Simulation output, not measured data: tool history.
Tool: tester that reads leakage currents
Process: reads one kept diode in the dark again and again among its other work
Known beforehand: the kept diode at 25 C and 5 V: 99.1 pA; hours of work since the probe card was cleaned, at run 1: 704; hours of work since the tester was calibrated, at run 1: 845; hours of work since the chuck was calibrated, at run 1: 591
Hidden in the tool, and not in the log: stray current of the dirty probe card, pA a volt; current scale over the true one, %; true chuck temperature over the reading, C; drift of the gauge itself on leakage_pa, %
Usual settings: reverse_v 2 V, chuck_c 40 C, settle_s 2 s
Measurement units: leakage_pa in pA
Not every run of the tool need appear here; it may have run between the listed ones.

run	day	reverse_v	chuck_c	settle_s	hours of work since the probe card was cleaned	hours of work since the tester was calibrated	hours of work since the chuck was calibrated	leakage_pa
1	0	2	40	2	704	845	591	224.13
2	1.929	2	40	2	723	865	610	225.08
3	3.075	2	40	2	735	877	622	222.9
4	4.208	2	40	2	747	888	633	222.99
5	6.104	2	40	2	766	907	653	222.62
6	7.804	2	40	2	783	925	670	221.89
7	9.312	10.72	40	2	799	940	685	378.69
8	10.842	10.72	40	2	814	956	701	377.93
9	13.196	2	40	2	838	980	725	219.74
10	14.525	2	27	2	852	993	738	82.25
11	16.258	2	40	3.84	869	1011	756	218.41
12	17.967	2	42	2	887	1028	773	252.08
13	20.267	1	40	2	910	1052	797	175.76
14	21.971	1	40	2	927	1069	814	174
15	23.471	1	40	2	943	1084	830	174.87
16	24.604	2	40	1.16	954	1096	841	218.46
17	25.688	2	40	1.16	965	1107	852	217.26
18	28.167	2	40	1.16	990	1132	877	215.45
19	29.417	2	40	1.16	1003	1145	890	217.22
20	31.308	11.7	48	2	1022	1164	909	668.23
21	32.367	16.84	48	2	1033	1175	920	750.4
22	33.404	16.84	48	2	1044	1185	931	747.97
23	35.325	16.84	53	2	1063	1205	950	1042.23
# day 35.542: tester calibrated
24	36.625	2	40	6.88	1076	11	963	213.28
# day 37.929: chuck's temperature calibrated
25	38.588	1.43	40	2	1095	30	7	219.02
26	40.408	5.45	35	2.74	1113	49	25	233.74
# day 42.212: tester calibrated, once more
27	42.25	5.45	35	2.74	1131	0	43	233.95
28	44.208	3.64	40	3.72	1151	20	63	294.95
29	45.312	9.74	27	2	1162	32	74	163.42
30	47.383	9.74	27	2	1184	53	95	163.4
31	49.721	9.74	27	2	1207	76	119	162.87
32	51.788	9.74	27	2	1228	97	140	162.33
33	52.888	2	48	1.83	1240	109	151	422.92
34	54.392	2	48	1.83	1255	124	167	421.11
# day 55.912: probe card cleaned and baked
35	56.267	2	37	3.18	4	142	185	187.18

Below are 4 alternative next runs, each starting from the tool's condition after run 35. Predict each:
A	57.458	4.61	33	7.85	16	154	197	?
B	57.458	2	22	3.18	16	154	197	?
C	57.458	2.44	21	1.49	16	154	197	?
D	57.458	2	24	3.13	16	154	197	?

run	leakage_pa
A	176.88
B	57.47
C	56.82
D	67.44
Stripped of hidden state, with their random variation kept, the same runs would have yielded:
run	leakage_pa
A	181.36
B	59.02
C	58.34
D	69.24
